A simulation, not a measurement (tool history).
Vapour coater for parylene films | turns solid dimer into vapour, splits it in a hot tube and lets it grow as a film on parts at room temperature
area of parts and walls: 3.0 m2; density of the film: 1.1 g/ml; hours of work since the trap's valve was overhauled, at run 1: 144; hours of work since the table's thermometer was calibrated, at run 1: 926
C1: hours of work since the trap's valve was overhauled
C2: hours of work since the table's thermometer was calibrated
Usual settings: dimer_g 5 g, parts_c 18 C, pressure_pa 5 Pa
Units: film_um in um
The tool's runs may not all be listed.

{"run": 1, "hour": 0.0, "dimer_g": 5, "parts_c": 18, "pressure_pa": 5, "C1": 144, "C2": 926, "film_um": 0.71}
{"run": 2, "hour": 28.2, "dimer_g": 5, "parts_c": 18, "pressure_pa": 5, "C1": 163, "C2": 945, "film_um": 0.73}
{"run": 3, "hour": 68.5, "dimer_g": 5, "parts_c": 18, "pressure_pa": 5, "C1": 190, "C2": 973, "film_um": 0.69}
{"run": 4, "hour": 108.6, "dimer_g": 5, "parts_c": 18, "pressure_pa": 5, "C1": 217, "C2": 1000, "film_um": 0.69}
{"run": 5, "hour": 148.8, "dimer_g": 5, "parts_c": 18, "pressure_pa": 5, "C1": 244, "C2": 1027, "film_um": 0.69}
{"run": 6, "hour": 203.5, "dimer_g": 5, "parts_c": 18, "pressure_pa": 5, "C1": 281, "C2": 1064, "film_um": 0.69}
{"run": 7, "hour": 228.1, "dimer_g": 5, "parts_c": 18, "pressure_pa": 5, "C1": 298, "C2": 1080, "film_um": 0.65}
{"run": 8, "hour": 276.6, "dimer_g": 5, "parts_c": 18, "pressure_pa": 5, "C1": 330, "C2": 1113, "film_um": 0.66}
{"hour": 319.1, "done": "trap's valve overhauled"}
{"run": 9, "hour": 332.7, "dimer_g": 5, "parts_c": 18, "pressure_pa": 5, "C1": 9, "C2": 1148, "film_um": 0.77}
{"run": 10, "hour": 376.3, "dimer_g": 5, "parts_c": 18, "pressure_pa": 5, "C1": 39, "C2": 1178, "film_um": 0.74}
{"run": 11, "hour": 413.4, "dimer_g": 5, "parts_c": 18, "pressure_pa": 5, "C1": 64, "C2": 1203, "film_um": 0.74}
{"run": 12, "hour": 459.7, "dimer_g": 5, "parts_c": 18, "pressure_pa": 5, "C1": 95, "C2": 1234, "film_um": 0.74}
{"run": 13, "hour": 484.6, "dimer_g": 5, "parts_c": 18, "pressure_pa": 5, "C1": 112, "C2": 1251, "film_um": 0.75}
{"run": 14, "hour": 526.9, "dimer_g": 5, "parts_c": 18, "pressure_pa": 5, "C1": 140, "C2": 1279, "film_um": 0.72}
{"run": 15, "hour": 559.0, "dimer_g": 5, "parts_c": 18, "pressure_pa": 5, "C1": 162, "C2": 1301, "film_um": 0.74}
{"run": 16, "hour": 588.6, "dimer_g": 5, "parts_c": 18, "pressure_pa": 5, "C1": 182, "C2": 1321, "film_um": 0.72}
{"run": 17, "hour": 639.8, "dimer_g": 5, "parts_c": 18, "pressure_pa": 5, "C1": 216, "C2": 1355, "film_um": 0.72}
{"run": 18, "hour": 686.4, "dimer_g": 5, "parts_c": 18, "pressure_pa": 5, "C1": 248, "C2": 1387, "film_um": 0.68}
{"run": 19, "hour": 719.2, "dimer_g": 5, "parts_c": 18, "pressure_pa": 5.75, "C1": 270, "C2": 1409, "film_um": 0.69}
{"run": 20, "hour": 762.9, "dimer_g": 5, "parts_c": 18, "pressure_pa": 5, "C1": 299, "C2": 1438, "film_um": 0.71}
{"run": 21, "hour": 787.6, "dimer_g": 2, "parts_c": 18, "pressure_pa": 5, "C1": 316, "C2": 1455, "film_um": 0.25}
{"run": 22, "hour": 838.3, "dimer_g": 5, "parts_c": 18, "pressure_pa": 5, "C1": 350, "C2": 1489, "film_um": 0.66}
{"hour": 848.9, "done": "trap's valve overhauled"}
{"run": 23, "hour": 889.5, "dimer_g": 5, "parts_c": 18, "pressure_pa": 5, "C1": 27, "C2": 1521, "film_um": 0.76}
{"run": 24, "hour": 930.0, "dimer_g": 3, "parts_c": 24, "pressure_pa": 6.8, "C1": 55, "C2": 1548, "film_um": 0.39}
{"run": 25, "hour": 980.9, "dimer_g": 5, "parts_c": 24, "pressure_pa": 2.35, "C1": 89, "C2": 1583, "film_um": 0.72}
{"run": 26, "hour": 1034.7, "dimer_g": 5, "parts_c": 24, "pressure_pa": 2.35, "C1": 125, "C2": 1619, "film_um": 0.7}
{"run": 27, "hour": 1090.3, "dimer_g": 2, "parts_c": 18, "pressure_pa": 4.72, "C1": 163, "C2": 1656, "film_um": 0.27}
{"run": 28, "hour": 1142.8, "dimer_g": 2, "parts_c": 26, "pressure_pa": 5.95, "C1": 198, "C2": 1692, "film_um": 0.25}
{"run": 29, "hour": 1188.3, "dimer_g": 2, "parts_c": 26, "pressure_pa": 5.95, "C1": 229, "C2": 1723, "film_um": 0.24}
{"run": 30, "hour": 1216.0, "dimer_g": 2, "parts_c": 18, "pressure_pa": 2.17, "C1": 248, "C2": 1741, "film_um": 0.3}
{"run": 31, "hour": 1255.5, "dimer_g": 2, "parts_c": 19, "pressure_pa": 11.94, "C1": 274, "C2": 1768, "film_um": 0.24}
{"run": 32, "hour": 1308.7, "dimer_g": 2, "parts_c": 19, "pressure_pa": 11.94, "C1": 310, "C2": 1804, "film_um": 0.25}
{"run": 33, "hour": 1340.3, "dimer_g": 3, "parts_c": 28, "pressure_pa": 11.94, "C1": 331, "C2": 1825, "film_um": 0.28}
{"run": 34, "hour": 1369.1, "dimer_g": 3, "parts_c": 28, "pressure_pa": 11.94, "C1": 351, "C2": 1844, "film_um": 0.32}
{"hour": 1380.1, "done": "trap's valve overhauled"}
{"run": 35, "hour": 1428.7, "dimer_g": 2, "parts_c": 15, "pressure_pa": 4.09, "C1": 33, "C2": 1882, "film_um": 0.33}
{"run": 36, "hour": 1485.3, "dimer_g": 3, "parts_c": 13, "pressure_pa": 4.09, "C1": 71, "C2": 1920, "film_um": 0.52}
{"run": 37, "hour": 1524.9, "dimer_g": 6, "parts_c": 18, "pressure_pa": 4.09, "C1": 98, "C2": 1947, "film_um": 0.92}
{"run": 38, "hour": 1567.0, "dimer_g": 3, "parts_c": 30, "pressure_pa": 4.09, "C1": 126, "C2": 1975, "film_um": 0.36}
{"run": 39, "hour": 1600.1, "dimer_g": 3, "parts_c": 30, "pressure_pa": 4.09, "C1": 148, "C2": 1998, "film_um": 0.37}
{"run": 40, "hour": 1646.7, "dimer_g": 3, "parts_c": 21, "pressure_pa": 2.38, "C1": 180, "C2": 2029, "film_um": 0.44}
{"run": 41, "hour": 1695.1, "dimer_g": 3, "parts_c": 21, "pressure_pa": 2.38, "C1": 212, "C2": 2062, "film_um": 0.43}
{"run": 42, "hour": 1732.8, "dimer_g": 3, "parts_c": 20, "pressure_pa": 2.83, "C1": 238, "C2": 2087, "film_um": 0.45}
{"run": 43, "hour": 1769.9, "dimer_g": 5, "parts_c": 26, "pressure_pa": 7.07, "C1": 263, "C2": 2112, "film_um": 0.58}
{"run": 44, "hour": 1802.5, "dimer_g": 5, "parts_c": 13, "pressure_pa": 6.78, "C1": 285, "C2": 2134, "film_um": 0.76}
{"hour": 1817.1, "done": "table's thermometer calibrated"}
{"run": 45, "hour": 1829.6, "dimer_g": 9, "parts_c": 28, "pressure_pa": 6.78, "C1": 303, "C2": 8, "film_um": 0.98}

Forecast each of these 5 alternatives for the next run:
{"run": "A", "hour": 1866.7, "dimer_g": 6, "parts_c": 24, "pressure_pa": 4.2, "C1": 328, "C2": 33, "film_um": "?"}
{"run": "B", "hour": 1866.7, "dimer_g": 7, "parts_c": 16, "pressure_pa": 2.31, "C1": 328, "C2": 33, "film_um": "?"}
{"run": "C", "hour": 1866.7, "dimer_g": 2, "parts_c": 19, "pressure_pa": 8.59, "C1": 328, "C2": 33, "film_um": "?"}
{"run": "D", "hour": 1866.7, "dimer_g": 2, "parts_c": 18, "pressure_pa": 5, "C1": 328, "C2": 33, "film_um": "?"}
{"run": "E", "hour": 1866.7, "dimer_g": 3, "parts_c": 21, "pressure_pa": 2.41, "C1": 328, "C2": 33, "film_um": "?"}

run=A film_um=0.7
run=B film_um=1.03
run=C film_um=0.26
run=D film_um=0.27
run=E film_um=0.4
Without the tool's hidden state the same runs would have given:
run=A film_um=0.81
run=B film_um=1.19
run=C film_um=0.3
run=D film_um=0.31
run=E film_um=0.47

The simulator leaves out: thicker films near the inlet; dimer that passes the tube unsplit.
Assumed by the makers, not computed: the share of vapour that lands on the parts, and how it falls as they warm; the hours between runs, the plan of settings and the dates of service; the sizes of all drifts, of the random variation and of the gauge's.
